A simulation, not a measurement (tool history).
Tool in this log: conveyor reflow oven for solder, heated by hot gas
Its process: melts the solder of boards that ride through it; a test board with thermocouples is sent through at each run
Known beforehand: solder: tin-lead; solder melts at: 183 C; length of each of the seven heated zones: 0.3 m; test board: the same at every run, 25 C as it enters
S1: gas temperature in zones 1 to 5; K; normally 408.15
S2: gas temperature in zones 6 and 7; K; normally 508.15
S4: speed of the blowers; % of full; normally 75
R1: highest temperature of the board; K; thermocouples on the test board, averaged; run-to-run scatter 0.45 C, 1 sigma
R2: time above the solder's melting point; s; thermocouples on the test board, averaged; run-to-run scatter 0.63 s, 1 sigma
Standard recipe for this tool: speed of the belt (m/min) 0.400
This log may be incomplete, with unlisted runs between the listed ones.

Run 1, hour 0.0: usual settings. Result: R1 489.55 K, R2 66.8 s.
Run 2, hour 59.1: usual settings. Result: R1 488.85 K, R2 66.0 s.
Run 3, hour 122.6: usual settings. Result: R1 488.35 K, R2 66.0 s.
Run 4, hour 157.0: usual settings. Result: R1 488.85 K, R2 66.4 s.
Run 5, hour 187.2: usual settings. Result: R1 488.75 K, R2 67.0 s.
Run 6, hour 216.5: usual settings. Result: R1 488.15 K, R2 66.2 s.
Run 7, hour 276.7: usual settings. Result: R1 488.75 K, R2 66.8 s.
Run 8, hour 338.7: usual settings. Result: R1 488.35 K, R2 66.5 s.
Run 9, hour 386.4: usual settings. Result: R1 489.35 K, R2 66.3 s.
Run 10, hour 419.7: usual settings but speed of the belt (m/min) 0.357. Result: R1 491.45 K, R2 80.3 s.
At hour 457.9: flux residue cleaned out of gas plates and filters.
Run 11, hour 485.5: usual settings but speed of the belt (m/min) 0.357. Result: R1 493.65 K, R2 80.5 s.
Run 12, hour 520.0: usual settings but S2 507.15 K. Result: R1 488.95 K, R2 66.9 s.
At hour 528.9: belt drive overhauled, speed set with a stopwatch.
Run 13, hour 550.3: usual settings but speed of the belt (m/min) 0.404. Result: R1 491.75 K, R2 70.7 s.
Run 14, hour 593.7: usual settings but S1 411.15 K. Result: R1 491.35 K, R2 73.5 s.
Run 15, hour 652.2: usual settings but S1 411.15 K, speed of the belt (m/min) 0.462. Result: R1 485.75 K, R2 58.3 s.
Run 16, hour 679.9: usual settings but S1 411.15 K, S2 502.15 K, speed of the belt (m/min) 0.462, S4 68 % of full. Result: R1 479.95 K, R2 48.4 s.

Run 17, settings as shown, results not yet in. Your forecast:
At hour 696.0: belt drive overhauled, speed set with a stopwatch, once more.
Run 17, hour 733.6: usual settings but S1 411.15 K, S2 502.15 K, speed of the belt (m/min) 0.462, S4 68 % of full. Result: R1 ?, R2 ?.

{"run 17": {"R1": 476.55, "R2": 40.8}}
On a tool with no hidden condition, and with the same random variation, this run would have come out at R1 476.65 K, R2 41.1 s.

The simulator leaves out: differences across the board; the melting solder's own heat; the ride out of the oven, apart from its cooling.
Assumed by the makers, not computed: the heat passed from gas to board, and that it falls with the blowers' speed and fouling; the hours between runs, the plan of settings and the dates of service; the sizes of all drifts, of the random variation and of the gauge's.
